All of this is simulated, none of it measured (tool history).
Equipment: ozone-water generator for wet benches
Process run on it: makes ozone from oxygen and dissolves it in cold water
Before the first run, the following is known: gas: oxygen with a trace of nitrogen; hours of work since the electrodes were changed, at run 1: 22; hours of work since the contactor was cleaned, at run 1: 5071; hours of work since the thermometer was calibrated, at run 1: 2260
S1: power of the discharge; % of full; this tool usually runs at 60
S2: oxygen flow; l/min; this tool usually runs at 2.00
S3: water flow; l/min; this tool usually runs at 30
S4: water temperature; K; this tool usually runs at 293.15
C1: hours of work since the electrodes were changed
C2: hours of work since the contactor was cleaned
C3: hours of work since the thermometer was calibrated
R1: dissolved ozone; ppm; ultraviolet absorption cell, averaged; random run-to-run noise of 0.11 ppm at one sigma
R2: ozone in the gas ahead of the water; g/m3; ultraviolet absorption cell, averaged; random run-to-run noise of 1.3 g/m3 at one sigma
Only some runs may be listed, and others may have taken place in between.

run,hour,S1,S2,S3,S4,C1,C2,C3,R1,R2
1,0.0,60,2.00,30,293.15,22,5071,2260,7.3,245.5
2,24.7,60,2.00,23,293.15,45,5095,2283,9.9,246.7
3,54.9,60,2.00,23,293.15,75,5124,2312,9.9,247.6
4,90.6,60,2.00,39,293.15,109,5158,2347,5.4,245.5
5,121.1,60,2.00,39,293.15,138,5188,2376,5.4,249.9
6,149.0,60,2.00,39,293.15,165,5215,2403,5.5,246.1
7,173.4,53,2.00,30,293.15,189,5238,2426,6.6,224.9
8,190.2,53,2.00,30,293.15,205,5254,2443,6.7,222.8
9,215.0,53,2.00,30,293.15,229,5278,2467,6.6,224.9
10,243.5,53,2.00,30,293.15,256,5306,2494,6.8,222.7
11,268.1,63,2.96,30,293.15,280,5329,2518,8.8,218.2
# hour 271.4: water thermometer calibrated
12,295.9,43,1.12,26,294.15,306,5355,24,5.1,239.0
13,325.4,76,1.12,26,294.15,334,5384,52,8.0,368.8
14,346.5,65,2.14,29,289.15,355,5404,72,8.3,252.9
15,372.3,57,1.42,30,293.15,380,5429,97,5.9,268.3
16,398.6,80,2.40,18,293.15,405,5454,122,16.8,286.0

Run 17 has not been measured yet. What should we expect?
17,425.3,80,2.40,18,293.15,431,5480,148,?,?

R1: 16.8 ppm
R2: 283.1 g/m3
Were there no unlogged condition in the tool, this run, its random variation unchanged, would have produced R1 18.2 ppm, R2 286.7 g/m3.
